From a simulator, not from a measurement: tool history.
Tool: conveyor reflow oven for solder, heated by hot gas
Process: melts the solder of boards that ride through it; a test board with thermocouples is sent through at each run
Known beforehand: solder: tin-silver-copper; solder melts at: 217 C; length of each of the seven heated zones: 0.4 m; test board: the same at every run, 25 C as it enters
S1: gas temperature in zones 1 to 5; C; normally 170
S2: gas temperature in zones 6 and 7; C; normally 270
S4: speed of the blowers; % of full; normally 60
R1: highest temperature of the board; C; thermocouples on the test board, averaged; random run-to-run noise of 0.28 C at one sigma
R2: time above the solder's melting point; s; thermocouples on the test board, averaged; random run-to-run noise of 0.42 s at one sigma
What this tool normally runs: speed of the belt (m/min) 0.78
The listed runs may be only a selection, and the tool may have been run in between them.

Run 1, day 0: usual settings. Result: R1 252.1 C, R2 43.7 s.
Run 2, day 0.433: usual settings but speed of the belt (m/min) 0.809. Result: R1 249.7 C, R2 40.9 s.
Run 3, day 0.7: usual settings but speed of the belt (m/min) 0.936. Result: R1 244.2 C, R2 31.2 s.
Run 4, day 1.275: usual settings but speed of the belt (m/min) 0.936. Result: R1 244 C, R2 31.1 s.
Run 5, day 1.75: usual settings but speed of the belt (m/min) 0.936. Result: R1 243.9 C, R2 31 s.
Run 6, day 2.296: usual settings but S1 165 C. Result: R1 250.5 C, R2 42.5 s.
Run 7, day 2.688: usual settings but S4 83 % of full. Result: R1 256.7 C, R2 47.4 s.
Run 8, day 3.058: usual settings but speed of the belt (m/min) 0.636. Result: R1 258.5 C, R2 60.4 s.
Run 9, day 3.538: usual settings but speed of the belt (m/min) 0.636. Result: R1 258.3 C, R2 60.7 s.
Run 10, day 3.775: usual settings. Result: R1 251.4 C, R2 44.1 s.
Run 11, day 4.017: usual settings. Result: R1 250.8 C, R2 43.8 s.
Run 12, day 4.392: usual settings. Result: R1 251.8 C, R2 43.8 s.
Run 13, day 4.85: usual settings but S1 171 C, S2 285 C, speed of the belt (m/min) 0.633, S4 51 % of full. Result: R1 269.5 C, R2 67 s.
Run 14, day 5.4: usual settings but S1 185 C, S2 263 C, speed of the belt (m/min) 0.655, S4 72 % of full. Result: R1 254.6 C, R2 63.1 s.
Run 15, day 5.796: usual settings but S1 164 C, S2 263 C, speed of the belt (m/min) 0.64, S4 56 % of full. Result: R1 250.2 C, R2 53 s.
Run 16, day 6.329: usual settings but S1 164 C, S2 283 C, speed of the belt (m/min) 0.64, S4 72 % of full. Result: R1 272.4 C, R2 65.2 s.
Run 17, day 6.675: usual settings but S1 164 C, S2 283 C, speed of the belt (m/min) 0.64, S4 72 % of full. Result: R1 272.1 C, R2 65.5 s.
Run 18, day 6.929: usual settings but S1 164 C, S2 283 C, speed of the belt (m/min) 0.64, S4 72 % of full. Result: R1 272.2 C, R2 65.3 s.
Run 19, day 7.167: usual settings but S1 164 C, S2 283 C, speed of the belt (m/min) 0.64, S4 72 % of full. Result: R1 271.9 C, R2 65.2 s.
Run 20, day 7.638: usual settings but S1 164 C, S2 283 C, speed of the belt (m/min) 0.64, S4 72 % of full. Result: R1 272.2 C, R2 65.2 s.
Run 21, day 7.9: usual settings but S1 164 C, S2 283 C, speed of the belt (m/min) 0.64, S4 72 % of full. Result: R1 272 C, R2 66.7 s.
Run 22, day 8.212: usual settings but S1 164 C, S2 284 C, speed of the belt (m/min) 0.893, S4 72 % of full. Result: R1 260.5 C, R2 41.3 s.
Run 23, day 8.533: usual settings but S1 164 C, S2 284 C, speed of the belt (m/min) 0.893, S4 72 % of full. Result: R1 260.5 C, R2 41.3 s.

Consider 4 possible next runs. They are alternatives, not a sequence: every one starts from the tool as it was left by run 23. What does each give?
Run A, day 9.012: usual settings but S2 260 C, speed of the belt (m/min) 0.759. Result: R1 ?, R2 ?.
Run B, day 9.012: usual settings but S2 261 C, speed of the belt (m/min) 0.763, S4 62 % of full. Result: R1 ?, R2 ?.
Run C, day 9.012: usual settings but S2 274 C. Result: R1 ?, R2 ?.
Run D, day 9.012: usual settings but S1 164 C, S2 284 C, speed of the belt (m/min) 0.893, S4 73 % of full. Result: R1 ?, R2 ?.

run     R1    R2
  A  243.9  39.8
  B    245  40.9
  C  254.6  46.7
  D  260.6  41.6
Without the tool's unlogged condition, the same runs would have read:
run     R1    R2
  A  243.4  39.2
  B  244.5  40.3
  C  254.1  46.1
  D  260.4  41.2

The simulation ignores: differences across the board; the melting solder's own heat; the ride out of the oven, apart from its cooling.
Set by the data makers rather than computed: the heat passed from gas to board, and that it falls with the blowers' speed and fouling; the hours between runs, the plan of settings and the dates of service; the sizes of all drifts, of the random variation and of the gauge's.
